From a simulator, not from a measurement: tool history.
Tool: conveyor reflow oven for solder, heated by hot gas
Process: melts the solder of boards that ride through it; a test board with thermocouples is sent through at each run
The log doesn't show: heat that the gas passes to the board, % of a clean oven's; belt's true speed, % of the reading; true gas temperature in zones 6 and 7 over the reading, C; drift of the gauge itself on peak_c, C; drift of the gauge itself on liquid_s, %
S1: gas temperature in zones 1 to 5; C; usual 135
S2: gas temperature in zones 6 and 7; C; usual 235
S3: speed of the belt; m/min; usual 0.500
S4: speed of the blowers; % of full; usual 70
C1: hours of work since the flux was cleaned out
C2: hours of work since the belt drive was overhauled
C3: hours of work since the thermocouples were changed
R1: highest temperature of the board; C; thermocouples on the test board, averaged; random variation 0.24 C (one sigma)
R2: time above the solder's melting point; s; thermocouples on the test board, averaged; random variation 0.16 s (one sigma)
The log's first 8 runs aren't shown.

Run 9, hour 72.5: usual settings but S3 0.568 m/min; C1 258; C2 737; C3 231. Result: R1 217.4 C, R2 55.7 s.
Run 10, hour 80.2: usual settings but S3 0.568 m/min; C1 264; C2 743; C3 236. Result: R1 217.3 C, R2 55.7 s.
Run 11, hour 86.1: usual settings but S3 0.568 m/min; C1 268; C2 747; C3 241. Result: R1 217.2 C, R2 55.7 s.
Run 12, hour 98.9: usual settings but S3 0.568 m/min; C1 277; C2 756; C3 250. Result: R1 217.4 C, R2 55.7 s.
Run 13, hour 112.6: usual settings but S3 0.568 m/min, S4 86 % of full; C1 287; C2 766; C3 260. Result: R1 220.5 C, R2 58.6 s.
Run 14, hour 122.7: usual settings; C1 295; C2 774; C3 267. Result: R1 221.2 C, R2 67.2 s.
At hour 127.7: belt drive overhauled, speed set with a stopwatch.
Run 15, hour 138.9: usual settings; C1 303; C2 8; C3 276. Result: R1 221.9 C, R2 68.2 s.
Run 16, hour 149.8: usual settings but S2 224 C, S4 89 % of full; C1 311; C2 16; C3 284. Result: R1 215.1 C, R2 63.9 s.
Run 17, hour 159.1: usual settings but S2 224 C, S4 89 % of full; C1 318; C2 23; C3 291. Result: R1 214.5 C, R2 64.0 s.
Run 18, hour 165.2: usual settings but S3 0.543 m/min; C1 323; C2 27; C3 295. Result: R1 218.8 C, R2 60.3 s.
Run 19, hour 177.2: usual settings but S2 236 C, S3 0.414 m/min; C1 332; C2 36; C3 304. Result: R1 227.3 C, R2 88.1 s.
Run 20, hour 184.3: usual settings but S1 140 C, S3 0.474 m/min; C1 337; C2 41; C3 309. Result: R1 223.4 C, R2 75.7 s.
Run 21, hour 197.1: usual settings but S1 140 C, S3 0.474 m/min; C1 346; C2 51; C3 319. Result: R1 223.2 C, R2 75.8 s.
At hour 203.0: belt drive overhauled, speed set with a stopwatch, once more.
Run 22, hour 208.3: usual settings but S1 140 C, S3 0.474 m/min; C1 351; C2 4; C3 324. Result: R1 223.1 C, R2 72.9 s.
Run 23, hour 217.3: usual settings but S1 143 C, S2 244 C, S3 0.420 m/min, S4 57 % of full; C1 358; C2 10; C3 331. Result: R1 231.8 C, R2 90.5 s.
Run 24, hour 228.5: usual settings but S1 143 C, S2 244 C, S3 0.420 m/min, S4 57 % of full; C1 366; C2 19; C3 339. Result: R1 232.1 C, R2 90.6 s.
Run 25, hour 241.6: usual settings but S1 143 C, S2 244 C, S3 0.420 m/min, S4 57 % of full; C1 376; C2 28; C3 348. Result: R1 231.8 C, R2 90.2 s.
Run 26, hour 254.5: usual settings but S1 133 C, S2 233 C, S3 0.520 m/min, S4 58 % of full; C1 385; C2 38; C3 358. Result: R1 213.7 C, R2 55.5 s.
Run 27, hour 265.5: usual settings but S1 133 C, S2 233 C, S3 0.520 m/min, S4 58 % of full; C1 393; C2 46; C3 366. Result: R1 214.2 C, R2 55.8 s.
Run 28, hour 273.9: usual settings but S1 133 C, S2 233 C, S3 0.520 m/min, S4 58 % of full; C1 399; C2 52; C3 372. Result: R1 213.5 C, R2 55.7 s.
Run 29, hour 279.8: usual settings but S3 0.563 m/min; C1 404; C2 56; C3 376. Result: R1 216.4 C, R2 54.4 s.
Run 30, hour 293.7: usual settings but S3 0.563 m/min; C1 414; C2 66; C3 386. Result: R1 217.0 C, R2 54.3 s.

5 ways to go on from here, each from the tool as it stands after run 30. What would each give?
Run A, hour 301.4: usual settings but S1 142 C, S2 230 C, S3 0.563 m/min; C1 419; C2 72; C3 392. Result: R1 ?, R2 ?.
Run B, hour 301.4: usual settings but S2 238 C, S3 0.563 m/min, S4 71 % of full; C1 419; C2 72; C3 392. Result: R1 ?, R2 ?.
Run C, hour 301.4: usual settings but S1 149 C; C1 419; C2 72; C3 392. Result: R1 ?, R2 ?.
Run D, hour 301.4: usual settings but S1 137 C, S3 0.491 m/min; C1 419; C2 72; C3 392. Result: R1 ?, R2 ?.
Run E, hour 301.4: usual settings but S1 143 C, S2 243 C, S4 64 % of full; C1 419; C2 72; C3 392. Result: R1 ?, R2 ?.

run     R1    R2
  A  213.5  54.4
  B  219.4  56.9
  C  222.4  72.3
  D  221.6  67.8
  E  227.6  73.4
Without the tool's hidden state the same runs would have given:
run     R1    R2
  A  215.8  56.5
  B  221.9  58.8
  C  224.4  73.6
  D  223.8  69.5
  E  229.7  74.6
